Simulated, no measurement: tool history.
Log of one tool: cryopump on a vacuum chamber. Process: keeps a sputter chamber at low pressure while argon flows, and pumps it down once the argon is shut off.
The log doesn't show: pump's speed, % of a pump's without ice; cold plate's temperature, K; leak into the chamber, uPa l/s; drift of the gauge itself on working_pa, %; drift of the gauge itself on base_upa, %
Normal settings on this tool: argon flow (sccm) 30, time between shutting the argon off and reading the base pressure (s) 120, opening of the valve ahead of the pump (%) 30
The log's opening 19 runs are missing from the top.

run     day  argon flow (sccm)  time between shutting the argon off and reading the base pressure (s)  opening of the valve ahead of the pump (%)  hours of work since the pump was warmed up and emptied  hours of work since the cold head was overhauled  hours of work since the chamber's fittings were tightened  pressure while argon flows (Pa)  pressure after the wait (uPa)
 20  49.429                 20                                                                    139                                          60                                                     154                                              1164                                                        507                           0.0253                           0.77
 21  51.033                 30                                                                     66                                          30                                                     175                                              1184                                                        528                           0.0760                           1.15
 22  53.979                 14                                                                    107                                          24                                                     213                                              1223                                                        567                           0.0439                           0.93
 23  56.542                 18                                                                    120                                          38                                                     247                                              1256                                                        600                           0.0368                           0.97
 24  58.708                 34                                                                     24                                          30                                                     275                                              1284                                                        628                           0.0882                           2.46
 25  60.879                 15                                                                    120                                          56                                                     303                                              1312                                                        656                           0.0224                           1.00
     62.725  -- pump warmed up, emptied and cooled again
 26  62.867                 15                                                                    120                                          56                                                       2                                              1336                                                        679                           0.0199                           0.86
 27  64.679                 15                                                                    120                                          56                                                      25                                              1359                                                        703                           0.0199                           0.89
 28  67.646                 46                                                                    185                                          30                                                      64                                              1398                                                        741                           0.1129                           0.85
 29  69.300                 26                                                                    136                                          27                                                      85                                              1419                                                        763                           0.0725                           0.95
 30  71.942                 30                                                                     52                                          30                                                     120                                              1454                                                        797                           0.0750                           1.51
 31  74.267                 12                                                                     30                                          18                                                     150                                              1484                                                        828                           0.0497                           2.15
 32  76.546                 12                                                                     30                                          18                                                     180                                              1513                                                        857                           0.0496                           2.09
 33  79.183                 30                                                                     65                                          30                                                     214                                              1548                                                        892                           0.0767                           1.46

3 ways to go on from here, each from the tool as it stands after run 33. What would each give?
  A  80.617                 30                                                                     65                                          59                                                     233                                              1566                                                        910                                ?                              ?
  B  80.617                 16                                                                     36                                          23                                                     233                                              1566                                                        910                                ?                              ?
  C  80.617                 37                                                                     65                                          30                                                     233                                              1566                                                        910                                ?                              ?

run  pressure while argon flows (Pa)  pressure after the wait (uPa)
  A                           0.0412                           1.40
  B                           0.0525                           2.01
  C                           0.0944                           1.48
Without the tool's unlogged condition, the same runs would have read:
run  pressure while argon flows (Pa)  pressure after the wait (uPa)
  A                           0.0367                           0.79
  B                           0.0501                           1.38
  C                           0.0889                           0.84

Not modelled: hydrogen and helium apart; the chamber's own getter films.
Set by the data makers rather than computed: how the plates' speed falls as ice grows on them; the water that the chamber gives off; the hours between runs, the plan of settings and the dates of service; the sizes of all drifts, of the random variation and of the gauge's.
